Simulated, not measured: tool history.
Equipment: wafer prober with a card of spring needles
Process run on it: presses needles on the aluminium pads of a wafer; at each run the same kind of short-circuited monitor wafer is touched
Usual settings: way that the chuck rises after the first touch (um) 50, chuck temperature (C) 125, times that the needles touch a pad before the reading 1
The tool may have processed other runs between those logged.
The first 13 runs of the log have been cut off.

run	hour	way that the chuck rises after the first touch (um)	chuck temperature (C)	times that the needles touch a pad before the reading	touches since the tips were cleaned	cleanings since the card got new needles	touches since the first contact's height was set	resistance of one needle with its contact and lead (mohm)	way that a needle slides on the pad (um)
14	137.9	50	125	1	7458	3	30378	207	8.95
# hour 138.6: tips cleaned on abrasive film
15	150.2	50	125	1	2097	4	32588	186	8.91
16	162.6	50	125	1	4335	4	34826	199	8.94
17	168.1	50	125	1	5333	4	35824	205	8.92
18	175.1	67	125	1	6602	4	37093	188	11.98
# hour 181.1: tips cleaned on abrasive film
19	181.3	45	123	2	37	5	38194	175	8.01
20	187.2	43	43	1	1100	5	39257	174	7.64
21	193.1	43	43	1	2171	5	40328	187	7.67
22	204.7	43	43	1	4277	5	42434	202	7.68
23	210	43	43	1	5233	5	43390	208	7.68
24	217.1	43	43	1	6515	5	44672	211	7.66
# hour 223.3: tips cleaned on abrasive film
25	230	31	101	1	1207	6	46981	205	5.48
26	241	37	43	2	3206	6	48980	189	6.58
27	253.2	36	72	1	5408	6	51182	233	6.38
28	261.8	32	29	1	6970	6	52744	260	5.67
# hour 265.3: tips cleaned on abrasive film
29	269.4	65	125	1	741	7	54096	166	11.6
30	280.5	65	27	1	2752	7	56107	164	11.59
31	292.8	50	51	2	4976	7	58331	178	8.87
32	299.9	50	65	1	6261	7	59616	199	8.9
# hour 307.6: tips cleaned on abrasive film
33	311.4	30	90	2	697	8	61688	186	5.26
34	317.8	36	117	2	1854	8	62845	190	6.34

Branching from run 34: 3 alternative next runs. What would each branch give?
A	324.8	50	73	2	3119	8	64110	?	?
B	324.8	31	66	1	3119	8	64110	?	?
C	324.8	61	117	2	3119	8	64110	?	?

run	resistance of one needle with its contact and lead (mohm)	way that a needle slides on the pad (um)
A	174	8.89
B	230	5.49
C	173	10.86
With the hidden condition removed and each run's random variation left untouched, the same runs would have given:
run	resistance of one needle with its contact and lead (mohm)	way that a needle slides on the pad (um)
A	157	9
B	163	5.6
C	162	10.98

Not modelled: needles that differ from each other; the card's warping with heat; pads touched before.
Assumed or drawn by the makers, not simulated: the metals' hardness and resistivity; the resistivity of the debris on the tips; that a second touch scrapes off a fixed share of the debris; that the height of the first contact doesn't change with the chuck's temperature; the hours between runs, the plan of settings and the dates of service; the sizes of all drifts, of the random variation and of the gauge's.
